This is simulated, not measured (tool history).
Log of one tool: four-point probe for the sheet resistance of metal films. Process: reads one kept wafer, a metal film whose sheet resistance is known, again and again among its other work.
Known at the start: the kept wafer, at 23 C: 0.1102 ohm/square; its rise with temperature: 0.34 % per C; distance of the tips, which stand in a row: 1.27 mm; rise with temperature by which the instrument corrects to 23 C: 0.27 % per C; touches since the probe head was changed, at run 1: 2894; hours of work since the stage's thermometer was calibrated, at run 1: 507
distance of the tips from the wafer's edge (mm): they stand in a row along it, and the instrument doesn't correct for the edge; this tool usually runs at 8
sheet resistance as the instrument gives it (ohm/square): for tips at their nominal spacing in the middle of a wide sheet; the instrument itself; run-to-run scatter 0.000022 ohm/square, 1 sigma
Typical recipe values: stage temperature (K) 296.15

run,hour,stage temperature (K),distance of the tips from the wafer's edge (mm),touches since the probe head was changed,hours of work since the stage's thermometer was calibrated,sheet resistance as the instrument gives it (ohm/square)
1,0.0,296.15,8,2894,507,0.111420
2,87.3,296.15,8,4020,544,0.111340
3,139.9,296.15,18,4698,566,0.110212
4,210.6,296.15,18,5609,596,0.110172
5,329.9,296.15,18,7148,647,0.110147
6,395.6,296.15,18,7995,674,0.110173
7,483.8,296.15,8,9133,712,0.111286
8,573.5,297.15,7,10290,750,0.111831
9,662.4,305.15,4,11436,787,0.116097
10,749.8,296.15,31,12563,824,0.109905
11,805.6,296.15,31,13283,848,0.109914
12,897.9,296.15,12,14473,887,0.110441
13,954.4,296.15,41,15202,911,0.109879
14,1059.0,301.15,7,16550,955,0.112090

Selected run-to-run steps in sheet resistance as the instrument gives it (ohm/square), each split into two signed amounts: the part the tool would show with no hidden state at all (from settings, incoming material and random variation), and the remainder, which goes to the hidden state together with any gauge scatter not common to the measured and the hidden-state-free results:
Unlogged tool condition in this case: inner tips' distance over the nominal, %; tips' flats over new ones', %; wafer's true temperature over the reading, C; drift of the gauge itself on sheet_ohm, %.
Run 8 -> 9: stage temperature (K) 297.15 -> 305.15, distance of the tips from the wafer's edge (mm) 7 -> 4. sheet resistance as the instrument gives it (ohm/square) +0.004266: hidden state -0.000020, all else +0.004286.
Run 9 -> 10: stage temperature (K) 305.15 -> 296.15, distance of the tips from the wafer's edge (mm) 4 -> 31. sheet resistance as the instrument gives it (ohm/square) -0.006192: hidden state +0.000007, all else -0.006199.
